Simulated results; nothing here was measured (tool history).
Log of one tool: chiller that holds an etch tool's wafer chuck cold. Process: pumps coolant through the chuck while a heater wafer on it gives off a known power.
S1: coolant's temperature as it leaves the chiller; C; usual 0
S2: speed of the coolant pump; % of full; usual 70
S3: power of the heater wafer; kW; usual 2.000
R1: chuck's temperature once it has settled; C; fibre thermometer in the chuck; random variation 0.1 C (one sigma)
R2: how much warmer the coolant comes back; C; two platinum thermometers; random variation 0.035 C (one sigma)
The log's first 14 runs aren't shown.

run	day	S1	S2	S3	R1	R2
15	23.212	0	70	2.000	28.9	6.38
16	24.392	0	70	2.000	28.9	6.45
17	26.304	0	96	1.875	21.5	4.39
18	28.008	0	62	1.300	21.0	4.80
19	29.254	0	62	1.300	21.0	4.71
20	30.867	5	79	1.064	19.1	3.07
21	32.533	7	60	1.064	24.6	3.98
22	33.871	0	70	2.683	39.5	8.77
23	35.958	-9	60	1.180	10.8	4.42
24	37.200	9	61	2.717	53.7	10.14
25	38.358	0	98	1.171	13.5	2.72
26	39.729	0	70	2.924	43.4	9.47
27	41.338	9	70	2.000	38.8	6.51
28	42.571	-10	91	1.423	7.7	3.57
29	43.825	-2	86	1.017	11.0	2.66
30	44.788	-2	86	1.017	11.3	2.68
31	46.088	-1	76	1.726	23.4	5.16
32	47.125	-9	89	2.735	25.3	6.99

3 ways to go on from here, each from the tool as it stands after run 32. What would each give?
A	49.233	0	70	1.595	?	?
B	49.233	0	70	1.563	?	?
C	49.233	-5	65	2.735	?	?

run	R1	R2
A	24.2	5.20
B	23.4	5.13
C	38.6	9.57
Without the tool's hidden state the same runs would have given:
run	R1	R2
A	21.8	4.88
B	21.1	4.81
C	34.6	8.98
